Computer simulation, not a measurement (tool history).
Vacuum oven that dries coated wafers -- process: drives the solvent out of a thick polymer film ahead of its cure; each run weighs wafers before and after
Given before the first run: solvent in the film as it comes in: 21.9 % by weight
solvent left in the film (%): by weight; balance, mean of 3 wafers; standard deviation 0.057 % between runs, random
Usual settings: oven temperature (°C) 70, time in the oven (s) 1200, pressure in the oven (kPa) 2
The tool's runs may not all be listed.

run 1 hour=0 | oven_temperature_(°C)=70 time_in_the_oven_(s)=1200 pressure_in_the_oven_(kPa)=2 | solvent_left_in_the_film_(%)=2.79
run 2 hour=15.3 | oven_temperature_(°C)=70 time_in_the_oven_(s)=1200 pressure_in_the_oven_(kPa)=2 | solvent_left_in_the_film_(%)=2.74
run 3 hour=25.7 | oven_temperature_(°C)=70 time_in_the_oven_(s)=1200 pressure_in_the_oven_(kPa)=2 | solvent_left_in_the_film_(%)=2.77
run 4 hour=36.1 | oven_temperature_(°C)=70 time_in_the_oven_(s)=1200 pressure_in_the_oven_(kPa)=2 | solvent_left_in_the_film_(%)=2.77
run 5 hour=47.4 | oven_temperature_(°C)=70 time_in_the_oven_(s)=1200 pressure_in_the_oven_(kPa)=1.64 | solvent_left_in_the_film_(%)=2.39
run 6 hour=57.9 | oven_temperature_(°C)=70 time_in_the_oven_(s)=1860 pressure_in_the_oven_(kPa)=2 | solvent_left_in_the_film_(%)=2.13
run 7 hour=67 | oven_temperature_(°C)=70 time_in_the_oven_(s)=1200 pressure_in_the_oven_(kPa)=2 | solvent_left_in_the_film_(%)=2.82
run 8 hour=80.2 | oven_temperature_(°C)=70 time_in_the_oven_(s)=1200 pressure_in_the_oven_(kPa)=2 | solvent_left_in_the_film_(%)=2.9
run 9 hour=87.4 | oven_temperature_(°C)=70 time_in_the_oven_(s)=1200 pressure_in_the_oven_(kPa)=2 | solvent_left_in_the_film_(%)=2.84
run 10 hour=97.3 | oven_temperature_(°C)=61 time_in_the_oven_(s)=1200 pressure_in_the_oven_(kPa)=2 | solvent_left_in_the_film_(%)=6.63
run 11 hour=106.4 | oven_temperature_(°C)=61 time_in_the_oven_(s)=1200 pressure_in_the_oven_(kPa)=2 | solvent_left_in_the_film_(%)=6.56
run 12 hour=121.9 | oven_temperature_(°C)=61 time_in_the_oven_(s)=1200 pressure_in_the_oven_(kPa)=2 | solvent_left_in_the_film_(%)=6.61
run 13 hour=131 | oven_temperature_(°C)=70 time_in_the_oven_(s)=1200 pressure_in_the_oven_(kPa)=4.89 | solvent_left_in_the_film_(%)=5.37
run 14 hour=148.1 | oven_temperature_(°C)=68 time_in_the_oven_(s)=1200 pressure_in_the_oven_(kPa)=2 | solvent_left_in_the_film_(%)=3.33
run 15 hour=159.3 | oven_temperature_(°C)=68 time_in_the_oven_(s)=1200 pressure_in_the_oven_(kPa)=4.33 | solvent_left_in_the_film_(%)=5.6
run 16 hour=171.7 | oven_temperature_(°C)=68 time_in_the_oven_(s)=1200 pressure_in_the_oven_(kPa)=4.33 | solvent_left_in_the_film_(%)=5.66
run 17 hour=185.3 | oven_temperature_(°C)=70 time_in_the_oven_(s)=1200 pressure_in_the_oven_(kPa)=3.27 | solvent_left_in_the_film_(%)=3.84
run 18 hour=199.4 | oven_temperature_(°C)=70 time_in_the_oven_(s)=1200 pressure_in_the_oven_(kPa)=3.27 | solvent_left_in_the_film_(%)=3.92
run 19 hour=212.7 | oven_temperature_(°C)=70 time_in_the_oven_(s)=1200 pressure_in_the_oven_(kPa)=3.27 | solvent_left_in_the_film_(%)=4.01
run 20 hour=223.2 | oven_temperature_(°C)=70 time_in_the_oven_(s)=960 pressure_in_the_oven_(kPa)=2 | solvent_left_in_the_film_(%)=3.45
run 21 hour=231.3 | oven_temperature_(°C)=70 time_in_the_oven_(s)=1680 pressure_in_the_oven_(kPa)=6.52 | solvent_left_in_the_film_(%)=6.33
run 22 hour=239.5 | oven_temperature_(°C)=70 time_in_the_oven_(s)=660 pressure_in_the_oven_(kPa)=1.82 | solvent_left_in_the_film_(%)=5.01
run 23 hour=255.1 | oven_temperature_(°C)=70 time_in_the_oven_(s)=1020 pressure_in_the_oven_(kPa)=2 | solvent_left_in_the_film_(%)=3.19
run 24 hour=271.7 | oven_temperature_(°C)=70 time_in_the_oven_(s)=1020 pressure_in_the_oven_(kPa)=2 | solvent_left_in_the_film_(%)=3.27
run 25 hour=288.6 | oven_temperature_(°C)=70 time_in_the_oven_(s)=1020 pressure_in_the_oven_(kPa)=2 | solvent_left_in_the_film_(%)=3.3
run 26 hour=304.1 | oven_temperature_(°C)=70 time_in_the_oven_(s)=1020 pressure_in_the_oven_(kPa)=2 | solvent_left_in_the_film_(%)=3.29
run 27 hour=313 | oven_temperature_(°C)=59 time_in_the_oven_(s)=1200 pressure_in_the_oven_(kPa)=4.62 | solvent_left_in_the_film_(%)=10.64
run 28 hour=324.5 | oven_temperature_(°C)=76 time_in_the_oven_(s)=960 pressure_in_the_oven_(kPa)=4.62 | solvent_left_in_the_film_(%)=3.73
run 29 hour=333 | oven_temperature_(°C)=56 time_in_the_oven_(s)=960 pressure_in_the_oven_(kPa)=6.22 | solvent_left_in_the_film_(%)=15.35
run 30 hour=341.6 | oven_temperature_(°C)=56 time_in_the_oven_(s)=960 pressure_in_the_oven_(kPa)=6.22 | solvent_left_in_the_film_(%)=14.92
run 31 hour=350.3 | oven_temperature_(°C)=70 time_in_the_oven_(s)=1860 pressure_in_the_oven_(kPa)=1.45 | solvent_left_in_the_film_(%)=1.53
run 32 hour=361.3 | oven_temperature_(°C)=70 time_in_the_oven_(s)=1860 pressure_in_the_oven_(kPa)=5.32 | solvent_left_in_the_film_(%)=5.1
run 33 hour=368.5 | oven_temperature_(°C)=67 time_in_the_oven_(s)=840 pressure_in_the_oven_(kPa)=5.41 | solvent_left_in_the_film_(%)=8.49
run 34 hour=380 | oven_temperature_(°C)=80 time_in_the_oven_(s)=1740 pressure_in_the_oven_(kPa)=5.41 | solvent_left_in_the_film_(%)=3.42

5 options for the next run, each taken on its own from the tool as it stands now. Forecast them:
run A hour=395.1 | oven_temperature_(°C)=58 time_in_the_oven_(s)=780 pressure_in_the_oven_(kPa)=2 | solvent_left_in_the_film_(%)=?
run B hour=395.1 | oven_temperature_(°C)=84 time_in_the_oven_(s)=1200 pressure_in_the_oven_(kPa)=2 | solvent_left_in_the_film_(%)=?
run C hour=395.1 | oven_temperature_(°C)=70 time_in_the_oven_(s)=1500 pressure_in_the_oven_(kPa)=1.09 | solvent_left_in_the_film_(%)=?
run D hour=395.1 | oven_temperature_(°C)=57 time_in_the_oven_(s)=1620 pressure_in_the_oven_(kPa)=5.41 | solvent_left_in_the_film_(%)=?
run E hour=395.1 | oven_temperature_(°C)=58 time_in_the_oven_(s)=720 pressure_in_the_oven_(kPa)=2 | solvent_left_in_the_film_(%)=?

run=A solvent_left_in_the_film_(%)=10.89
run=B solvent_left_in_the_film_(%)=1.03
run=C solvent_left_in_the_film_(%)=1.46
run=D solvent_left_in_the_film_(%)=11.87
run=E solvent_left_in_the_film_(%)=11.08
The same runs, with their run-to-run variation unchanged, on a tool lacking any hidden condition would have given:
run=A solvent_left_in_the_film_(%)=10.84
run=B solvent_left_in_the_film_(%)=1.02
run=C solvent_left_in_the_film_(%)=1.43
run=D solvent_left_in_the_film_(%)=11.81
run=E solvent_left_in_the_film_(%)=11.03
